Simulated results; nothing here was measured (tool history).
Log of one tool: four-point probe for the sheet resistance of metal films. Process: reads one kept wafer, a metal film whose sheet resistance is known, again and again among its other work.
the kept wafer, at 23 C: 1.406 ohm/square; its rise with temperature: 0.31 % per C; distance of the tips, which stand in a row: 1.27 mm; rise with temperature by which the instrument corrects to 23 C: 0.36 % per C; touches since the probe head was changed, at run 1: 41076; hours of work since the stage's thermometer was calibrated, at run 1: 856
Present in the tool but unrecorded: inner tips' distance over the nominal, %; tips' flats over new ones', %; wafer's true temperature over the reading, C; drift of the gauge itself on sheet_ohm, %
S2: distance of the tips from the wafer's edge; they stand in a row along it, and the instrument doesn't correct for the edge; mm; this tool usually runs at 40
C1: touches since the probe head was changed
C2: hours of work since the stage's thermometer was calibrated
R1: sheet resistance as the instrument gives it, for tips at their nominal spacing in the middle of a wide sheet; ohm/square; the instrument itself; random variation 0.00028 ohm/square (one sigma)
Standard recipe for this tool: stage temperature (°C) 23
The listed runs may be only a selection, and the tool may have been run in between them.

{"run": 1, "hour": 0.0, "stage temperature (°C)": 23, "S2": 40, "C1": 41076, "C2": 856, "R1": 1.414198}
{"run": 2, "hour": 46.4, "stage temperature (°C)": 23, "S2": 40, "C1": 42599, "C2": 878, "R1": 1.414227}
{"run": 3, "hour": 82.4, "stage temperature (°C)": 23, "S2": 61, "C1": 43783, "C2": 895, "R1": 1.414187}
{"run": 4, "hour": 118.9, "stage temperature (°C)": 33, "S2": 61, "C1": 44981, "C2": 912, "R1": 1.407045}
{"run": 5, "hour": 157.2, "stage temperature (°C)": 33, "S2": 61, "C1": 46237, "C2": 930, "R1": 1.407658}
{"run": 6, "hour": 197.4, "stage temperature (°C)": 33, "S2": 61, "C1": 47558, "C2": 948, "R1": 1.407515}
{"run": 7, "hour": 244.4, "stage temperature (°C)": 22, "S2": 40, "C1": 49101, "C2": 970, "R1": 1.415988}
{"run": 8, "hour": 274.4, "stage temperature (°C)": 23, "S2": 40, "C1": 50087, "C2": 984, "R1": 1.415092}
{"run": 9, "hour": 314.7, "stage temperature (°C)": 23, "S2": 40, "C1": 51409, "C2": 1003, "R1": 1.415835}
{"run": 10, "hour": 349.6, "stage temperature (°C)": 23, "S2": 40, "C1": 52556, "C2": 1019, "R1": 1.415585}
{"run": 11, "hour": 385.1, "stage temperature (°C)": 23, "S2": 40, "C1": 53722, "C2": 1036, "R1": 1.415582}
{"run": 12, "hour": 413.4, "stage temperature (°C)": 23, "S2": 40, "C1": 54651, "C2": 1049, "R1": 1.416199}
{"run": 13, "hour": 463.1, "stage temperature (°C)": 30, "S2": 40, "C1": 56282, "C2": 1072, "R1": 1.410833}
{"run": 14, "hour": 496.4, "stage temperature (°C)": 26, "S2": 8, "C1": 57374, "C2": 1088, "R1": 1.432194}
{"run": 15, "hour": 526.2, "stage temperature (°C)": 19, "S2": 61, "C1": 58354, "C2": 1102, "R1": 1.418863}
{"run": 16, "hour": 560.6, "stage temperature (°C)": 19, "S2": 5, "C1": 59483, "C2": 1118, "R1": 1.467093}
{"run": 17, "hour": 599.4, "stage temperature (°C)": 33, "S2": 29, "C1": 60757, "C2": 1136, "R1": 1.410083}
{"run": 18, "hour": 633.4, "stage temperature (°C)": 30, "S2": 46, "C1": 61875, "C2": 1152, "R1": 1.411584}
{"run": 19, "hour": 675.0, "stage temperature (°C)": 20, "S2": 13, "C1": 63239, "C2": 1171, "R1": 1.426148}
{"run": 20, "hour": 714.4, "stage temperature (°C)": 21, "S2": 8, "C1": 64534, "C2": 1190, "R1": 1.436854}
{"run": 21, "hour": 743.0, "stage temperature (°C)": 21, "S2": 8, "C1": 65471, "C2": 1203, "R1": 1.437823}
{"run": 22, "hour": 795.7, "stage temperature (°C)": 27, "S2": 4, "C1": 67203, "C2": 1228, "R1": 1.486445}
{"run": 23, "hour": 833.0, "stage temperature (°C)": 27, "S2": 4, "C1": 68428, "C2": 1245, "R1": 1.486374}
{"run": 24, "hour": 873.4, "stage temperature (°C)": 35, "S2": 19, "C1": 69755, "C2": 1264, "R1": 1.411822}
{"run": 25, "hour": 902.0, "stage temperature (°C)": 35, "S2": 19, "C1": 70693, "C2": 1277, "R1": 1.412523}
{"run": 26, "hour": 945.5, "stage temperature (°C)": 26, "S2": 39, "C1": 72122, "C2": 1298, "R1": 1.416161}

Consider 3 possible next runs. They are alternatives, not a sequence: every one starts from the tool as it was left by run 26. What does each give?
{"run": "A", "hour": 973.9, "stage temperature (°C)": 32, "S2": 54, "C1": 73055, "C2": 1311, "R1": "?"}
{"run": "B", "hour": 973.9, "stage temperature (°C)": 34, "S2": 40, "C1": 73055, "C2": 1311, "R1": "?"}
{"run": "C", "hour": 973.9, "stage temperature (°C)": 28, "S2": 4, "C1": 73055, "C2": 1311, "R1": "?"}

run=A R1=1.411523
run=B R1=1.41043
run=C R1=1.486527
Stripped of hidden state, with their random variation kept, the same runs would have yielded:
run=A R1=1.40012
run=B R1=1.399048
run=C R1=1.474535

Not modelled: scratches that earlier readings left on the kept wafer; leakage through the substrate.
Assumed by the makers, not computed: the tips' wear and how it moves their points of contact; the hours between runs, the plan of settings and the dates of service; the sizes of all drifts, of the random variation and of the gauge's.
